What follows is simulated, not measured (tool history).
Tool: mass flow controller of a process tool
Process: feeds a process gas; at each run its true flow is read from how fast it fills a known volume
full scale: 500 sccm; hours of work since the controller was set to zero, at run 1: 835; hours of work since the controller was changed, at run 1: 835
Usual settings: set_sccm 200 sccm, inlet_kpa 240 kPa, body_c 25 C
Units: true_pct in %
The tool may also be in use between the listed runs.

run     day  set_sccm  inlet_kpa  body_c  hours of work since the controller was set to zero  hours of work since the controller was changed  true_pct
  1       0       200        240      25                                                 835                                             835      97.2
  2   3.792       200        240      25                                                 870                                             870     97.17
  3   7.929       200        240      25                                                 909                                             909     97.21
  4  12.342       200        240      25                                                 951                                             951     97.16
  5  15.533       200        240      25                                                 980                                             980     97.09
  6  18.808       200        240      25                                                1011                                            1011     97.15
  7  20.821       200        240      25                                                1030                                            1030     97.16
      21.15  -- controller's zero set anew
  8  22.783       200        240      25                                                  15                                            1048     97.12
  9  24.654        55        167      20                                                  33                                            1066     95.57
 10  28.662       147        196      34                                                  70                                            1103     95.87
     30.383  -- controller's zero set anew, once more
 11  31.738       314        226      30                                                  13                                            1132     97.94
 12  35.533       230        245      25                                                  48                                            1167     97.86
 13  37.688       230        245      25                                                  68                                            1188     97.66
 14  41.321       230        245      25                                                 102                                            1222     97.68
 15  45.308       150        153      23                                                 140                                            1259     97.58
 16  47.988        51        175      21                                                 165                                            1284     97.03

Hidden state at the last listed run before each entry between runs and at the first one after, where it differs:
Between runs 7 and 8: controller's zero set anew (day 21.15)
  flow at rest that the sensor doesn't see, % of full scale: -0.184 -> -0.214
  measured less the result without the state, true_pct: -0.7 -> -0.78 %
Between runs 10 and 11: controller's zero set anew, once more (day 30.383)
  flow at rest that the sensor doesn't see, % of full scale: -0.224 -> -0.008; true flow over the shown one, %: -0.26 -> -0.27
  measured less the result without the state, true_pct: -1.02 -> -0.28 %

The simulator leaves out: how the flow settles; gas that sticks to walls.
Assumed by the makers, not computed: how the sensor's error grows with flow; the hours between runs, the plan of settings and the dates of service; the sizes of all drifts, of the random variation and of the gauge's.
